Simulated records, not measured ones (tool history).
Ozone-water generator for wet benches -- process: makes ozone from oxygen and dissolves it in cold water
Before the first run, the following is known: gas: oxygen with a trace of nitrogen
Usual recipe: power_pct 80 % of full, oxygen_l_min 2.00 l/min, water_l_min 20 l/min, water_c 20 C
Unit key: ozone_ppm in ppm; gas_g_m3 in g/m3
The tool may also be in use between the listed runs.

run	hour	power_pct	oxygen_l_min	water_l_min	water_c	ozone_ppm	gas_g_m3
1	0.0	80	2.00	20	20	10.5	168.9
2	33.2	80	2.90	20	20	11.1	138.1
3	98.6	80	2.90	20	20	11.2	136.4
4	161.0	80	2.90	20	20	11.2	138.6
5	201.2	80	2.90	20	20	11.0	137.6
6	264.6	80	2.00	20	20	10.4	169.5
7	333.5	80	2.00	20	20	10.3	167.3
8	369.5	80	2.00	20	20	10.4	170.0
9	401.2	80	2.00	20	20	10.4	168.9
10	455.6	80	2.00	20	20	10.1	168.5
# hour 460.5: water thermometer calibrated
11	527.3	80	2.00	13	20	14.8	168.4
12	588.9	70	3.04	32	27	6.1	122.9
# hour 605.6: water thermometer calibrated, once more
13	626.1	70	3.04	32	27	6.4	121.4
14	660.8	59	2.15	30	22	5.9	134.1
15	698.0	59	2.15	30	22	6.0	134.7
16	754.6	80	2.44	20	20	10.7	149.2
17	807.6	78	3.14	20	20	10.8	126.1
18	865.2	78	1.61	20	13	10.1	185.5
19	929.7	80	2.00	20	25	9.8	166.5
20	968.7	55	2.00	20	20	8.4	132.5

Below are 3 alternative next runs, each starting from the tool's condition after run 20. Predict each:
A	1022.5	58	2.00	20	21	?	?
B	1022.5	80	2.00	20	25	?	?
C	1022.5	55	2.65	20	20	?	?

run	ozone_ppm	gas_g_m3
A	8.5	136.4
B	10.0	166.7
C	8.7	113.8
Without the tool's hidden state the same runs would have given:
run	ozone_ppm	gas_g_m3
A	9.2	146.6
B	11.0	181.8
C	9.4	121.9
